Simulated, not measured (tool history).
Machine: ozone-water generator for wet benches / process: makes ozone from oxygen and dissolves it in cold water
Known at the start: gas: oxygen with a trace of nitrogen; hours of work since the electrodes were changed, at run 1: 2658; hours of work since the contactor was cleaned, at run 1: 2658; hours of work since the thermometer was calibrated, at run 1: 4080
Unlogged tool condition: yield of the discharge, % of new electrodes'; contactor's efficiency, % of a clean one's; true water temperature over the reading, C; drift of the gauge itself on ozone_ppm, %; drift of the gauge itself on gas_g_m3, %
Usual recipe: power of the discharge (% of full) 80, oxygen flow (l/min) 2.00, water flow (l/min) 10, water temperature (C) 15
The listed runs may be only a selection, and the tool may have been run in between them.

run   hour  power of the discharge (% of full)  oxygen flow (l/min)  water flow (l/min)  water temperature (C)  hours of work since the electrodes were changed  hours of work since the contactor was cleaned  hours of work since the thermometer was calibrated  dissolved ozone (ppm)  ozone in the gas ahead of the water (g/m3)
  1    0.0                                  80                 2.00                  10                     15                                             2658                                           2658                                                4080                   16.1                                       174.0
  2   68.9                                  80                 2.00                  10                     15                                             2716                                           2716                                                4138                   16.2                                       173.2
  3  140.3                                  80                 2.00                  10                     15                                             2777                                           2777                                                4198                   16.1                                       173.5
  4  229.5                                  80                 2.00                  10                     15                                             2852                                           2852                                                4273                   16.1                                       174.6
  5  321.8                                  73                 2.00                  10                     15                                             2930                                           2930                                                4351                   15.1                                       162.9
  6  390.3                                  73                 2.00                  10                     15                                             2987                                           2987                                                4409                   14.9                                       161.9
  7  462.5                                  73                 2.00                  15                      8                                             3048                                           3048                                                4470                   10.9                                       163.8
  8  558.6                                  98                 2.80                  13                      9                                             3129                                           3129                                                4551                   16.6                                       168.9
     651.8  -- water thermometer calibrated
  9  651.8                                  76                 1.20                   9                     17                                             3207                                           3207                                                   0                   15.5                                       224.3
 10  728.7                                  62                 1.31                   9                     15                                             3272                                           3272                                                  65                   13.7                                       181.6
 11  796.0                                  62                 1.31                   9                     15                                             3329                                           3329                                                 121                   13.9                                       182.4
 12  882.4                                  80                 1.36                  10                     12                                             3401                                           3401                                                 194                   16.0                                       217.7

Alternative continuations, all from the tool just after run 12; predict every row:
  A  929.9                                  80                 2.00                   6                     16                                             3441                                           3441                                                 234                      ?                                           ?
  B  929.9                                  86                 1.21                  10                     12                                             3441                                           3441                                                 234                      ?                                           ?
  C  929.9                                  80                 3.16                   8                     12                                             3441                                           3441                                                 234                      ?                                           ?
  D  929.9                                  48                 2.00                  10                     15                                             3441                                           3441                                                 234                      ?                                           ?

run  dissolved ozone (ppm)  ozone in the gas ahead of the water (g/m3)
  A                   23.2                                       178.3
  B                   16.6                                       244.1
  C                   20.0                                       136.9
  D                   10.9                                       118.6
Take away the tool's hidden state, keep each run's random variation, and the runs would have read:
run  dissolved ozone (ppm)  ozone in the gas ahead of the water (g/m3)
  A                   23.2                                       176.2
  B                   16.7                                       241.2
  C                   20.0                                       135.2
  D                   10.9                                       117.1
